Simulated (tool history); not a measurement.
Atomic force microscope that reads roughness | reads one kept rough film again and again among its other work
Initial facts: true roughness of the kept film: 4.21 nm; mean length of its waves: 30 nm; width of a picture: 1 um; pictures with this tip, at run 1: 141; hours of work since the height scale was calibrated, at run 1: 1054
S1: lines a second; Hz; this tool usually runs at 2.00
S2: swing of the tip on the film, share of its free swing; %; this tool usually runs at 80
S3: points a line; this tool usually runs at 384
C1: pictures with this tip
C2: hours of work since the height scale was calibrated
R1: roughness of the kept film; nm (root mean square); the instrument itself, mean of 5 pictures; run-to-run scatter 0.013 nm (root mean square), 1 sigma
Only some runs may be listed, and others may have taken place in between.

run 1 hour=0.0 | S1=2.00 S2=80 S3=384 | C1=141 C2=1054 | R1=2.402
run 2 hour=43.6 | S1=2.00 S2=80 S3=384 | C1=188 C2=1074 | R1=2.252
-- hour=71.8 new tip fitted
run 3 hour=109.0 | S1=2.00 S2=72 S3=384 | C1=40 C2=1105 | R1=3.062
run 4 hour=153.1 | S1=2.00 S2=80 S3=384 | C1=88 C2=1125 | R1=2.684
run 5 hour=231.9 | S1=2.00 S2=80 S3=384 | C1=173 C2=1162 | R1=2.324
-- hour=270.3 new tip fitted
run 6 hour=300.9 | S1=2.00 S2=80 S3=384 | C1=33 C2=1194 | R1=2.973
run 7 hour=335.8 | S1=2.00 S2=80 S3=384 | C1=71 C2=1210 | R1=2.797
run 8 hour=390.0 | S1=2.00 S2=80 S3=384 | C1=130 C2=1235 | R1=2.520
run 9 hour=444.6 | S1=2.00 S2=65 S3=384 | C1=189 C2=1260 | R1=2.398
-- hour=474.1 new tip fitted
run 10 hour=505.8 | S1=2.00 S2=80 S3=384 | C1=34 C2=1289 | R1=2.968
run 11 hour=537.6 | S1=2.00 S2=79 S3=384 | C1=69 C2=1304 | R1=2.803
run 12 hour=569.9 | S1=2.00 S2=80 S3=384 | C1=104 C2=1319 | R1=2.600
run 13 hour=604.3 | S1=2.00 S2=80 S3=384 | C1=141 C2=1335 | R1=2.469
-- hour=674.7 new tip fitted
run 14 hour=677.4 | S1=2.00 S2=76 S3=384 | C1=4 C2=1368 | R1=3.261
run 15 hour=753.0 | S1=2.00 S2=76 S3=384 | C1=85 C2=1404 | R1=2.791
run 16 hour=789.9 | S1=2.00 S2=76 S3=384 | C1=125 C2=1421 | R1=2.626
run 17 hour=853.8 | S1=2.00 S2=76 S3=384 | C1=194 C2=1450 | R1=2.317
-- hour=872.6 new tip fitted
run 18 hour=921.9 | S1=2.00 S2=76 S3=384 | C1=53 C2=1482 | R1=2.952
run 19 hour=964.0 | S1=2.00 S2=80 S3=416 | C1=99 C2=1502 | R1=2.655
run 20 hour=1030.2 | S1=2.00 S2=80 S3=416 | C1=171 C2=1532 | R1=2.337
-- hour=1073.9 new tip fitted
run 21 hour=1102.9 | S1=2.00 S2=80 S3=569 | C1=32 C2=1566 | R1=3.094
run 22 hour=1179.9 | S1=1.08 S2=70 S3=384 | C1=115 C2=1602 | R1=2.782
run 23 hour=1229.3 | S1=2.00 S2=71 S3=286 | C1=168 C2=1625 | R1=2.481
-- hour=1277.6 new tip fitted
run 24 hour=1308.6 | S1=3.45 S2=87 S3=509 | C1=33 C2=1661 | R1=2.644
run 25 hour=1382.8 | S1=3.45 S2=87 S3=509 | C1=114 C2=1696 | R1=2.256
run 26 hour=1442.9 | S1=2.00 S2=83 S3=590 | C1=179 C2=1724 | R1=2.286
-- hour=1476.0 new tip fitted
run 27 hour=1511.2 | S1=2.00 S2=83 S3=590 | C1=38 C2=1756 | R1=2.960
run 28 hour=1572.4 | S1=2.00 S2=61 S3=590 | C1=104 C2=1784 | R1=2.820
run 29 hour=1619.5 | S1=1.56 S2=61 S3=839 | C1=155 C2=1806 | R1=2.635
-- hour=1674.5 new tip fitted
run 30 hour=1675.4 | S1=1.56 S2=61 S3=839 | C1=1 C2=1832 | R1=3.531
run 31 hour=1749.3 | S1=1.14 S2=70 S3=342 | C1=81 C2=1866 | R1=2.956
run 32 hour=1810.1 | S1=1.14 S2=70 S3=342 | C1=147 C2=1894 | R1=2.643
-- hour=1873.5 new tip fitted
run 33 hour=1874.9 | S1=2.00 S2=74 S3=985 | C1=1 C2=1924 | R1=3.319
run 34 hour=1913.9 | S1=1.54 S2=74 S3=509 | C1=44 C2=1943 | R1=3.071
run 35 hour=1986.1 | S1=1.54 S2=90 S3=394 | C1=122 C2=1976 | R1=2.482
run 36 hour=2039.1 | S1=3.54 S2=60 S3=394 | C1=179 C2=2001 | R1=2.427
-- hour=2074.6 new tip fitted
-- hour=2089.9 height scale calibrated on a step standard
run 37 hour=2109.6 | S1=3.54 S2=60 S3=394 | C1=37 C2=9 | R1=3.057
run 38 hour=2158.3 | S1=3.54 S2=60 S3=394 | C1=89 C2=32 | R1=2.777
run 39 hour=2197.4 | S1=3.54 S2=83 S3=564 | C1=132 C2=50 | R1=2.255
run 40 hour=2248.4 | S1=2.00 S2=63 S3=309 | C1=187 C2=74 | R1=2.400
-- hour=2279.2 new tip fitted
run 41 hour=2299.8 | S1=2.00 S2=70 S3=309 | C1=23 C2=97 | R1=3.121
run 42 hour=2361.1 | S1=2.00 S2=70 S3=309 | C1=89 C2=126 | R1=2.750

Hidden condition of the tool, last listed run before each entry between runs versus first listed run after:
Between runs 2 and 3: new tip fitted (hour 71.8)
  radius of the tip, nm: 38 -> 15.8; height scale over the true one, %: 1.24 -> 1.27
  measured less the result without the state, R1: -0.943 -> -0.236 nm (root mean square)
Between runs 5 and 6: new tip fitted (hour 270.3)
  radius of the tip, nm: 35.4 -> 15.3; height scale over the true one, %: 1.34 -> 1.38
  measured less the result without the state, R1: -0.876 -> -0.203 nm (root mean square)
Between runs 9 and 10: new tip fitted (hour 474.1)
  radius of the tip, nm: 37 -> 15.5; height scale over the true one, %: 1.45 -> 1.49
  measured less the result without the state, R1: -0.961 -> -0.210 nm (root mean square)
Between runs 13 and 14: new tip fitted (hour 674.7)
  radius of the tip, nm: 30.3 -> 10.6; height scale over the true one, %: 1.54 -> 1.57
  measured less the result without the state, R1: -0.732 -> +0.020 nm (root mean square)
Between runs 17 and 18: new tip fitted (hour 872.6)
  radius of the tip, nm: 36.6 -> 17.7; height scale over the true one, %: 1.66 -> 1.7
  measured less the result without the state, R1: -0.907 -> -0.302 nm (root mean square)
Between runs 20 and 21: new tip fitted (hour 1073.9)
  radius of the tip, nm: 35.1 -> 13.9; height scale over the true one, %: 1.76 -> 1.79
  measured less the result without the state, R1: -0.861 -> -0.132 nm (root mean square)
Between runs 23 and 24: new tip fitted (hour 1277.6)
  radius of the tip, nm: 32.2 -> 16.2; height scale over the true one, %: 1.86 -> 1.9
  measured less the result without the state, R1: -0.797 -> -0.201 nm (root mean square)
Between runs 26 and 27: new tip fitted (hour 1476.0)
  radius of the tip, nm: 36.7 -> 15.8; height scale over the true one, %: 1.97 -> 2.01
  measured less the result without the state, R1: -0.887 -> -0.205 nm (root mean square)
Between runs 29 and 30: new tip fitted (hour 1674.5)
  radius of the tip, nm: 32.2 -> 10.1; height scale over the true one, %: 2.07 -> 2.1
  measured less the result without the state, R1: -0.838 -> +0.066 nm (root mean square)
Between runs 32 and 33: new tip fitted (hour 1873.5)
  radius of the tip, nm: 30.3 -> 11.3; height scale over the true one, %: 2.17 -> 2.2
  measured less the result without the state, R1: -0.762 -> +0.007 nm (root mean square)
Between runs 36 and 37: new tip fitted (hour 2074.6); height scale calibrated on a step standard (hour 2089.9)
  radius of the tip, nm: 36.8 -> 15.6; height scale over the true one, %: 2.29 -> -0.08
  measured less the result without the state, R1: -0.932 -> -0.269 nm (root mean square)
Between runs 40 and 41: new tip fitted (hour 2279.2)
  radius of the tip, nm: 35.5 -> 13.6; height scale over the true one, %: -0.01 -> 0.01
  measured less the result without the state, R1: -0.957 -> -0.174 nm (root mean square)
